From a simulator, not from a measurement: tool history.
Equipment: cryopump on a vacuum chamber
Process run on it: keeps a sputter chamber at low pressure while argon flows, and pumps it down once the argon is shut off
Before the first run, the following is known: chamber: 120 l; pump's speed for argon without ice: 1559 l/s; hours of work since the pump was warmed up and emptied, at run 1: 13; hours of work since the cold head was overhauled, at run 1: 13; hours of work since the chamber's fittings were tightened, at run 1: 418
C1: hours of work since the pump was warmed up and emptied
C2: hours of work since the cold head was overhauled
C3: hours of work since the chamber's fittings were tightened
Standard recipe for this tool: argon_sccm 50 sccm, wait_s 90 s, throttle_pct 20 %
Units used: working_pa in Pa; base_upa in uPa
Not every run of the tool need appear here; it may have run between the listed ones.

Run 1, hour 0: usual settings; C1 13; C2 13; C3 418. Result: working_pa 0.2727 Pa, base_upa 0.95 uPa.
Run 2, hour 17.5: usual settings; C1 21; C2 21; C3 426. Result: working_pa 0.2726 Pa, base_upa 0.99 uPa.
Run 3, hour 31.9: usual settings; C1 28; C2 28; C3 433. Result: working_pa 0.2721 Pa, base_upa 1 uPa.
Run 4, hour 42.6: usual settings; C1 33; C2 33; C3 438. Result: working_pa 0.2705 Pa, base_upa 0.97 uPa.
Run 5, hour 58.6: usual settings; C1 41; C2 41; C3 446. Result: working_pa 0.2739 Pa, base_upa 1.02 uPa.
Run 6, hour 73.8: usual settings; C1 48; C2 48; C3 453. Result: working_pa 0.2734 Pa, base_upa 0.97 uPa.
Run 7, hour 82.1: usual settings; C1 52; C2 52; C3 457. Result: working_pa 0.2719 Pa, base_upa 0.98 uPa.
Run 8, hour 93.9: usual settings but argon_sccm 67 sccm; C1 57; C2 57; C3 463. Result: working_pa 0.3641 Pa, base_upa 0.99 uPa.
Run 9, hour 104.4: usual settings but argon_sccm 67 sccm; C1 62; C2 62; C3 468. Result: working_pa 0.3643 Pa, base_upa 0.94 uPa.
Run 10, hour 118.9: usual settings; C1 69; C2 69; C3 475. Result: working_pa 0.273 Pa, base_upa 1.02 uPa.
Run 11, hour 131.6: usual settings but wait_s 134 s; C1 75; C2 75; C3 481. Result: working_pa 0.2733 Pa, base_upa 0.79 uPa.
Run 12, hour 143.7: usual settings but wait_s 134 s, throttle_pct 41 %; C1 81; C2 81; C3 486. Result: working_pa 0.1353 Pa, base_upa 0.8 uPa.
Run 13, hour 159.9: usual settings but throttle_pct 31 %; C1 89; C2 89; C3 494. Result: working_pa 0.1787 Pa, base_upa 1 uPa.
Run 14, hour 168.1: usual settings; C1 93; C2 93; C3 498. Result: working_pa 0.2729 Pa, base_upa 1.04 uPa.
Run 15, hour 185.3: usual settings; C1 101; C2 101; C3 506. Result: working_pa 0.2746 Pa, base_upa 1.08 uPa.
Run 16, hour 201.1: usual settings; C1 109; C2 109; C3 514. Result: working_pa 0.2752 Pa, base_upa 1.02 uPa.
Run 17, hour 211.5: usual settings but argon_sccm 47 sccm, wait_s 35 s; C1 114; C2 114; C3 519. Result: working_pa 0.2604 Pa, base_upa 1.94 uPa.
Run 18, hour 218.8: usual settings but argon_sccm 47 sccm, wait_s 35 s; C1 117; C2 117; C3 522. Result: working_pa 0.2599 Pa, base_upa 1.94 uPa.
Run 19, hour 228.9: usual settings but argon_sccm 61 sccm, wait_s 127 s, throttle_pct 52 %; C1 122; C2 122; C3 527. Result: working_pa 0.1331 Pa, base_upa 0.9 uPa.
Run 20, hour 238.2: usual settings but argon_sccm 61 sccm, wait_s 127 s, throttle_pct 52 %; C1 126; C2 126; C3 532. Result: working_pa 0.1335 Pa, base_upa 0.87 uPa.
Run 21, hour 254: usual settings but argon_sccm 25 sccm, wait_s 127 s, throttle_pct 21 %; C1 134; C2 134; C3 539. Result: working_pa 0.1313 Pa, base_upa 0.9 uPa.

What does the tool deliver on the next run?
Run 22, hour 269: usual settings but wait_s 100 s, throttle_pct 51 %; C1 141; C2 141; C3 546. Result: working_pa ?, base_upa ?.

{"run 22": {"working_pa": 0.1112, "base_upa": 1}}
On a tool with no hidden condition, and with the same random variation, this run would have come out at working_pa 0.1061 Pa, base_upa 0.71 uPa.
